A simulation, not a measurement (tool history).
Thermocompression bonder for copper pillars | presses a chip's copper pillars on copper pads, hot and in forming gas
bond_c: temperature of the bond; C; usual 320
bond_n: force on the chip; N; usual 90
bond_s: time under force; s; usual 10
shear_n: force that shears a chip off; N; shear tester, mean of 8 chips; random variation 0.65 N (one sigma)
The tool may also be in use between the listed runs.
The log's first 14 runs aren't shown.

| run | day | bond_c | bond_n | bond_s | shear_n |
|---|---|---|---|---|---|
| 15 | 5.817 | 320 | 83 | 10 | 61.3 |
| 16 | 6.442 | 320 | 90 | 10 | 64 |
| 17 | 6.896 | 320 | 90 | 10 | 63.5 |
| 18 | 7.2 | 320 | 90 | 10 | 64.3 |
| 19 | 7.771 | 320 | 90 | 10 | 64.3 |
| 20 | 8.042 | 320 | 90 | 10 | 64.4 |
| 21 | 8.367 | 320 | 90 | 10 | 63.8 |
| 22 | 8.688 | 320 | 90 | 10 | 63.1 |
| 23 | 8.962 | 304 | 108 | 17 | 72.1 |
| 24 | 9.354 | 304 | 108 | 17 | 71.1 |
| 25 | 9.792 | 304 | 108 | 17 | 71.9 |
| 26 | 10.308 | 304 | 108 | 19 | 73.6 |
| 27 | 10.583 | 304 | 108 | 19 | 74.5 |
| 28 | 10.858 | 316 | 90 | 6 | 53.3 |
| 29 | 11.208 | 312 | 131 | 14 | 75.7 |
| 30 | 11.554 | 321 | 125 | 10 | 71.4 |
| 31 | 12 | 321 | 125 | 10 | 72.7 |
|  | 12.075 | forming gas filter changed |
| 32 | 12.562 | 310 | 97 | 23 | 81.9 |
| 33 | 12.862 | 342 | 90 | 13 | 81.3 |
| 34 | 13.262 | 307 | 68 | 15 | 64.9 |
| 35 | 13.783 | 342 | 89 | 11 | 77.8 |
| 36 | 14.375 | 342 | 89 | 11 | 78.9 |

The next listed run, before its measurement:
| 37 | 14.992 | 342 | 89 | 11 | ? |

Run 37 gave shear_n 77.2 N.
Without the tool's hidden state the same run would have given shear_n 74.9 N.
